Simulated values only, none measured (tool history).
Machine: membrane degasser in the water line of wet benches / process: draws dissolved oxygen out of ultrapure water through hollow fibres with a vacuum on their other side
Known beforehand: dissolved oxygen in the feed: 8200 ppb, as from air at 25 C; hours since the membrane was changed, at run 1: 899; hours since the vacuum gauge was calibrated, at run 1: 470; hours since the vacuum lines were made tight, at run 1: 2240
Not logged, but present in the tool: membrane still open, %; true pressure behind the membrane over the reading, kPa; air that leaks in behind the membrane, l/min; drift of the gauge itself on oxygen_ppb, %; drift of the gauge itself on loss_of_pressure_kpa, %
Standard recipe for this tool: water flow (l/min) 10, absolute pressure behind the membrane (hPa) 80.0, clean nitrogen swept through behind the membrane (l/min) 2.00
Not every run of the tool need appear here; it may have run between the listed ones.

run    hour  water flow (l/min)  absolute pressure behind the membrane (hPa)  clean nitrogen swept through behind the membrane (l/min)  hours since the membrane was changed  hours since the vacuum gauge was calibrated  hours since the vacuum lines were made tight  dissolved oxygen in the water behind the degasser (ppb)  pressure that the water loses in the fibres (hPa)
  1     0.0                  10                                         80.0                                                      2.00                                   899                                          470                                          2240                                                     64.4                                              400.1
  2   142.6                  10                                         80.0                                                      2.00                                  1042                                          612                                          2383                                                     63.9                                              405.7
  3   215.5                  11                                         80.0                                                      2.00                                  1115                                          685                                          2456                                                     73.4                                              445.0
  4   354.5                  11                                         80.0                                                      2.00                                  1254                                          824                                          2595                                                     75.0                                              447.0
  5   493.6                  10                                         80.0                                                      2.00                                  1393                                          963                                          2734                                                     62.9                                              402.6
  6   653.3                  10                                         80.0                                                      2.00                                  1553                                         1123                                          2893                                                     64.8                                              402.3
  7   748.9                  10                                         80.0                                                      2.00                                  1648                                         1219                                          2989                                                     64.2                                              404.6
  8   835.9                  10                                         80.0                                                      2.00                                  1735                                         1306                                          3076                                                     64.3                                              401.9
  9   959.5                  10                                         80.0                                                      2.00                                  1859                                         1429                                          3200                                                     64.9                                              405.9
 10  1044.2                  10                                         80.0                                                      2.00                                  1944                                         1514                                          3284                                                     64.2                                              403.5
 11  1172.5                  10                                         57.3                                                      2.00                                  2072                                         1642                                          3412                                                     37.2                                              404.0
 12  1291.2                  10                                        142.2                                                      2.00                                  2191                                         1761                                          3531                                                    139.8                                              401.4
 13  1395.0                  10                                         80.0                                                      2.01                                  2294                                         1865                                          3635                                                     64.4                                              404.5
 14  1555.7                   6                                         80.0                                                      2.00                                  2455                                         2025                                          3796                                                     37.3                                              242.7
 15  1654.3                  10                                         80.0                                                      2.00                                  2554                                         2124                                          3894                                                     64.9                                              405.5
 16  1772.5                  10                                        119.1                                                      2.00                                  2672                                         2242                                          4013                                                    112.4                                              407.3
 17  1851.5                   7                                        119.1                                                      2.00                                  2751                                         2321                                          4091                                                     78.3                                              283.5
 18  1964.9                   7                                        119.1                                                      2.00                                  2864                                         2435                                          4205                                                     77.1                                              284.0
 19  2130.9                   7                                         76.3                                                      1.35                                  3030                                         2601                                          4371                                                     58.8                                              283.5
 20  2249.9                   6                                         48.7                                                      2.20                                  3149                                         2720                                          4490                                                     12.0                                              244.4
 21  2368.3                   9                                         49.5                                                      2.00                                  3268                                         2838                                          4608                                                     23.7                                              366.0
 22  2509.7                  10                                        118.5                                                      2.00                                  3409                                         2979                                          4750                                                    114.5                                              406.3
     2620.9  -- vacuum gauge calibrated
 23  2620.9                  10                                        114.3                                                      3.31                                  3520                                            0                                          4860                                                     68.9                                              404.1
 24  2711.2                  10                                        114.3                                                      3.31                                  3610                                           90                                          4951                                                     67.7                                              407.0
 25  2820.9                  10                                        114.3                                                      2.56                                  3720                                          200                                          5060                                                     86.1                                              410.0
 26  2981.7                  14                                         71.1                                                      1.70                                  3881                                          361                                          5221                                                    105.8                                              567.9
 27  3146.4                   6                                         71.1                                                      1.70                                  4045                                          525                                          5386                                                     35.8                                              244.6
 28  3234.9                   6                                         71.1                                                      1.70                                  4134                                          614                                          5474                                                     36.0                                              244.6
 29  3383.4                   6                                         71.1                                                      1.70                                  4282                                          762                                          5623                                                     35.6                                              242.0
 30  3464.5                  10                                         89.0                                                      2.00                                  4363                                          844                                          5704                                                     77.2                                              408.7
 31  3595.3                  10                                         89.0                                                      2.00                                  4494                                          974                                          5835                                                     76.9                                              408.7
 32  3742.4                   8                                         80.0                                                      2.00                                  4641                                         1121                                          5982                                                     50.8                                              326.2

Each row is a separate what-if for the run after 32, all from the same tool condition, not one after another. Results?
  A  3842.0                   8                                         91.2                                                      1.42                                  4741                                         1221                                          6081                                                        ?                                                  ?
  B  3842.0                   8                                         80.0                                                      5.33                                  4741                                         1221                                          6081                                                        ?                                                  ?
  C  3842.0                   7                                         50.2                                                      2.66                                  4741                                         1221                                          6081                                                        ?                                                  ?
  D  3842.0                  10                                        106.0                                                      2.00                                  4741                                         1221                                          6081                                                        ?                                                  ?

run  dissolved oxygen in the water behind the degasser (ppb)  pressure that the water loses in the fibres (hPa)
  A                                                     85.7                                              323.0
  B                                                     20.2                                              327.2
  C                                                     13.0                                              288.1
  D                                                     98.1                                              408.7
Without the tool's hidden state the same runs would have given:
run  dissolved oxygen in the water behind the degasser (ppb)  pressure that the water loses in the fibres (hPa)
  A                                                     83.0                                              318.5
  B                                                     19.3                                              322.7
  C                                                     12.3                                              284.2
  D                                                     95.3                                              403.1
